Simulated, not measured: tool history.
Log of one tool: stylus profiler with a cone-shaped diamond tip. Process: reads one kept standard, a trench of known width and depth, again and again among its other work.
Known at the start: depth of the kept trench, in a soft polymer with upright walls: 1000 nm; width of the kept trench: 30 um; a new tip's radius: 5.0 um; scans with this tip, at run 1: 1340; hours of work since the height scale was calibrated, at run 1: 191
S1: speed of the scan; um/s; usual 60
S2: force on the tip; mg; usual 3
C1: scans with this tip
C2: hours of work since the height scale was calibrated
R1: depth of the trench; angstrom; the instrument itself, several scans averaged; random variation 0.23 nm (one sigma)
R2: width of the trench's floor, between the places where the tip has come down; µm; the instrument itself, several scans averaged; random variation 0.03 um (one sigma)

{"run": 1, "hour": 0.0, "S1": 60, "S2": 3, "C1": 1340, "C2": 191, "R1": 10178.8, "R2": 23.36}
{"run": 2, "hour": 10.4, "S1": 60, "S2": 3, "C1": 1384, "C2": 197, "R1": 10172.6, "R2": 23.38}
{"run": 3, "hour": 28.4, "S1": 60, "S2": 3, "C1": 1460, "C2": 208, "R1": 10175.3, "R2": 23.37}
{"run": 4, "hour": 45.0, "S1": 60, "S2": 3, "C1": 1529, "C2": 217, "R1": 10173.2, "R2": 23.31}
{"run": 5, "hour": 64.5, "S1": 60, "S2": 3, "C1": 1611, "C2": 229, "R1": 10177, "R2": 23.28}
{"run": 6, "hour": 82.0, "S1": 60, "S2": 1.8, "C1": 1685, "C2": 240, "R1": 10120.7, "R2": 23.19}
{"run": 7, "hour": 97.2, "S1": 60, "S2": 1.8, "C1": 1749, "C2": 249, "R1": 10121.5, "R2": 23.2}
{"run": 8, "hour": 118.6, "S1": 60, "S2": 1.8, "C1": 1839, "C2": 261, "R1": 10117.2, "R2": 23.14}
{"run": 9, "hour": 136.5, "S1": 110, "S2": 3, "C1": 1913, "C2": 272, "R1": 10168.8, "R2": 22.9}
{"run": 10, "hour": 157.3, "S1": 60, "S2": 3, "C1": 2001, "C2": 284, "R1": 10169.6, "R2": 23.24}
{"run": 11, "hour": 178.5, "S1": 60, "S2": 3, "C1": 2090, "C2": 297, "R1": 10174.7, "R2": 23.2}
{"run": 12, "hour": 190.3, "S1": 60, "S2": 2.29, "C1": 2140, "C2": 304, "R1": 10140.9, "R2": 23.12}
{"run": 13, "hour": 211.9, "S1": 80, "S2": 3, "C1": 2230, "C2": 317, "R1": 10170, "R2": 23.05}
{"run": 14, "hour": 233.6, "S1": 80, "S2": 3, "C1": 2321, "C2": 330, "R1": 10166.4, "R2": 23.01}
{"run": 15, "hour": 242.9, "S1": 60, "S2": 3, "C1": 2361, "C2": 336, "R1": 10170.2, "R2": 23.14}
{"run": 16, "hour": 255.7, "S1": 60, "S2": 4.26, "C1": 2414, "C2": 343, "R1": 10220.4, "R2": 23.14}
{"run": 17, "hour": 272.1, "S1": 60, "S2": 4.26, "C1": 2483, "C2": 353, "R1": 10212.7, "R2": 23.16}
{"run": 18, "hour": 291.6, "S1": 60, "S2": 4.26, "C1": 2565, "C2": 365, "R1": 10213.6, "R2": 23.15}
{"run": 19, "hour": 304.6, "S1": 17, "S2": 4.26, "C1": 2619, "C2": 372, "R1": 10210.2, "R2": 23.25}
{"run": 20, "hour": 325.3, "S1": 97, "S2": 3, "C1": 2706, "C2": 385, "R1": 10165.8, "R2": 22.82}
{"run": 21, "hour": 341.0, "S1": 28, "S2": 3, "C1": 2772, "C2": 394, "R1": 10167.1, "R2": 23.23}
{"run": 22, "hour": 350.8, "S1": 28, "S2": 3, "C1": 2814, "C2": 400, "R1": 10165.6, "R2": 23.16}
{"run": 23, "hour": 368.5, "S1": 28, "S2": 3, "C1": 2888, "C2": 411, "R1": 10169.9, "R2": 23.18}
{"run": 24, "hour": 378.6, "S1": 84, "S2": 2.64, "C1": 2930, "C2": 417, "R1": 10147.5, "R2": 22.82}
{"run": 25, "hour": 391.4, "S1": 16, "S2": 3, "C1": 2984, "C2": 424, "R1": 10164.7, "R2": 23.18}
{"run": 26, "hour": 402.7, "S1": 17, "S2": 4.37, "C1": 3032, "C2": 431, "R1": 10216, "R2": 23.23}
{"run": 27, "hour": 413.7, "S1": 22, "S2": 1.77, "C1": 3078, "C2": 438, "R1": 10106.2, "R2": 23.11}
{"run": 28, "hour": 432.3, "S1": 22, "S2": 1.77, "C1": 3156, "C2": 449, "R1": 10105.8, "R2": 23.1}
{"run": 29, "hour": 451.7, "S1": 49, "S2": 2.04, "C1": 3237, "C2": 460, "R1": 10121.8, "R2": 22.88}
{"run": 30, "hour": 461.6, "S1": 39, "S2": 8.25, "C1": 3279, "C2": 466, "R1": 10334.1, "R2": 23.12}
{"run": 31, "hour": 480.0, "S1": 39, "S2": 8.25, "C1": 3356, "C2": 477, "R1": 10334, "R2": 23.07}
{"run": 32, "hour": 495.9, "S1": 39, "S2": 8.25, "C1": 3423, "C2": 487, "R1": 10335.6, "R2": 23.08}
{"run": 33, "hour": 514.5, "S1": 39, "S2": 1.26, "C1": 3501, "C2": 498, "R1": 10080, "R2": 22.81}
{"run": 34, "hour": 529.8, "S1": 224, "S2": 2.71, "C1": 3565, "C2": 507, "R1": 10149.3, "R2": 21.89}
{"run": 35, "hour": 541.7, "S1": 224, "S2": 2.71, "C1": 3615, "C2": 514, "R1": 10148.7, "R2": 21.92}
{"run": 36, "hour": 558.9, "S1": 22, "S2": 1.06, "C1": 3688, "C2": 524, "R1": 10069.3, "R2": 22.91}
{"run": 37, "hour": 579.8, "S1": 49, "S2": 4.11, "C1": 3775, "C2": 537, "R1": 10203.7, "R2": 22.91}
{"run": 38, "hour": 600.9, "S1": 45, "S2": 8.02, "C1": 3864, "C2": 549, "R1": 10330, "R2": 22.98}
{"run": 39, "hour": 620.1, "S1": 188, "S2": 8.42, "C1": 3944, "C2": 561, "R1": 10342.6, "R2": 22.44}
{"run": 40, "hour": 631.2, "S1": 188, "S2": 8.42, "C1": 3991, "C2": 567, "R1": 10339, "R2": 22.46}
{"run": 41, "hour": 653.5, "S1": 114, "S2": 3, "C1": 4085, "C2": 581, "R1": 10154.6, "R2": 22.44}
{"run": 42, "hour": 670.6, "S1": 147, "S2": 2.37, "C1": 4156, "C2": 591, "R1": 10130.2, "R2": 22.11}
{"run": 43, "hour": 691.8, "S1": 234, "S2": 2, "C1": 4245, "C2": 604, "R1": 10115.2, "R2": 21.41}
{"run": 44, "hour": 703.5, "S1": 234, "S2": 2, "C1": 4295, "C2": 611, "R1": 10108.2, "R2": 21.43}
{"run": 45, "hour": 713.0, "S1": 34, "S2": 3, "C1": 4334, "C2": 616, "R1": 10156.6, "R2": 22.77}

Forecast each of these 3 alternatives for the next run:
{"run": "A", "hour": 732.5, "S1": 104, "S2": 2.23, "C1": 4416, "C2": 628, "R1": "?", "R2": "?"}
{"run": "B", "hour": 732.5, "S1": 220, "S2": 2.26, "C1": 4416, "C2": 628, "R1": "?", "R2": "?"}
{"run": "C", "hour": 732.5, "S1": 15, "S2": 3.08, "C1": 4416, "C2": 628, "R1": "?", "R2": "?"}

run=A R1=10123.5 R2=22.24
run=B R1=10116.2 R2=21.56
run=C R1=10154.1 R2=22.86
Without the tool's hidden state the same runs would have given:
run=A R1=10150.3 R2=23.3
run=B R1=10143 R2=22.61
run=C R1=10181 R2=23.91

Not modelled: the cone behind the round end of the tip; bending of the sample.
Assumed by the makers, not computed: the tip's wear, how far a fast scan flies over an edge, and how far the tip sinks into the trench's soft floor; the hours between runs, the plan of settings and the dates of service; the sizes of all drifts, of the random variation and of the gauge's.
